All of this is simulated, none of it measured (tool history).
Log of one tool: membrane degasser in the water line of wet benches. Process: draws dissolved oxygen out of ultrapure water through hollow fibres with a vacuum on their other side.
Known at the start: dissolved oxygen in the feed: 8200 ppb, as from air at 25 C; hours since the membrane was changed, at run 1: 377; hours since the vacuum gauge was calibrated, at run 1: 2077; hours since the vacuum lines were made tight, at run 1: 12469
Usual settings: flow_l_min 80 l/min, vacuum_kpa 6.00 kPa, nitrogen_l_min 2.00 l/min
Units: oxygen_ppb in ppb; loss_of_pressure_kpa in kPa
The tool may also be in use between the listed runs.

run,day,flow_l_min,vacuum_kpa,nitrogen_l_min,hours since the membrane was changed,hours since the vacuum gauge was calibrated,hours since the vacuum lines were made tight,oxygen_ppb,loss_of_pressure_kpa
1,0.000,80,6.00,2.00,377,2077,12469,234.5,53.69
2,2.946,80,6.00,2.00,448,2148,12539,232.5,53.54
3,5.646,80,6.00,2.00,512,2213,12604,231.0,53.75
4,8.308,80,6.00,2.00,576,2277,12668,233.4,53.47
5,11.050,80,6.00,2.00,642,2343,12734,231.3,53.51
# day 11.292: seals of the vacuum lines changed
6,12.850,80,6.00,2.26,683,2384,37,211.7,53.86
7,15.483,80,6.00,2.26,747,2447,101,213.0,53.46
8,17.879,80,6.00,2.26,804,2505,158,212.5,53.59
9,20.054,64,6.00,2.00,856,2557,210,192.8,42.93
10,22.250,65,6.00,2.00,909,2609,263,193.3,43.50
11,23.942,65,6.00,2.00,950,2650,304,193.1,43.40
12,25.992,65,6.00,2.00,999,2699,353,194.3,43.48
13,28.021,80,6.00,1.63,1047,2748,401,273.0,53.19
14,29.550,80,4.73,2.00,1084,2785,438,136.1,53.50
15,31.738,93,7.23,2.46,1137,2837,491,322.7,62.29
16,33.867,93,10.22,1.75,1188,2888,542,684.0,62.41
17,36.258,80,5.15,1.55,1245,2946,599,203.3,53.17
# day 36.450: vacuum gauge calibrated
18,39.200,80,5.15,1.55,1315,66,669,206.1,53.74
19,40.917,61,6.00,2.00,1356,107,710,185.7,40.66
# day 42.642: vacuum gauge calibrated, once more
20,43.271,80,9.91,4.42,1412,15,766,276.8,53.93
21,45.200,91,14.94,3.85,1459,61,813,590.1,60.94
22,47.283,80,4.86,2.82,1509,111,863,112.9,53.64
23,48.492,80,4.86,2.82,1538,140,892,112.7,53.89
24,51.404,64,4.86,2.82,1608,210,962,89.0,42.89
25,54.008,113,13.94,2.00,1670,273,1024,1056.7,75.85

Measured less the same run without the tool's hidden state. The same run-to-run variation is in both; the gauge's scatter may not be:
The hidden state here: membrane still open, %; true pressure behind the membrane over the reading, kPa; air that leaks in behind the membrane, l/min; drift of the gauge itself on oxygen_ppb, %; drift of the gauge itself on loss_of_pressure_kpa, %.
run,oxygen_ppb,loss_of_pressure_kpa
1,+6.2,+0.09
2,+6.3,+0.11
3,+6.4,+0.12
4,+6.6,+0.14
5,+6.7,+0.17
6,+6.2,+0.17
7,+6.3,+0.19
8,+6.4,+0.21
9,+6.0,+0.18
10,+6.0,+0.19
11,+6.1,+0.19
12,+6.3,+0.21
13,+8.8,+0.26
14,+7.9,+0.27
15,+7.5,+0.34
16,+9.2,+0.36
17,+9.8,+0.32
18,+11.3,+0.33
19,+7.4,+0.26
20,+4.2,+0.36
21,+5.3,+0.43
22,+6.5,+0.38
23,+6.5,+0.40
24,+5.3,+0.33
25,+10.3,+0.62
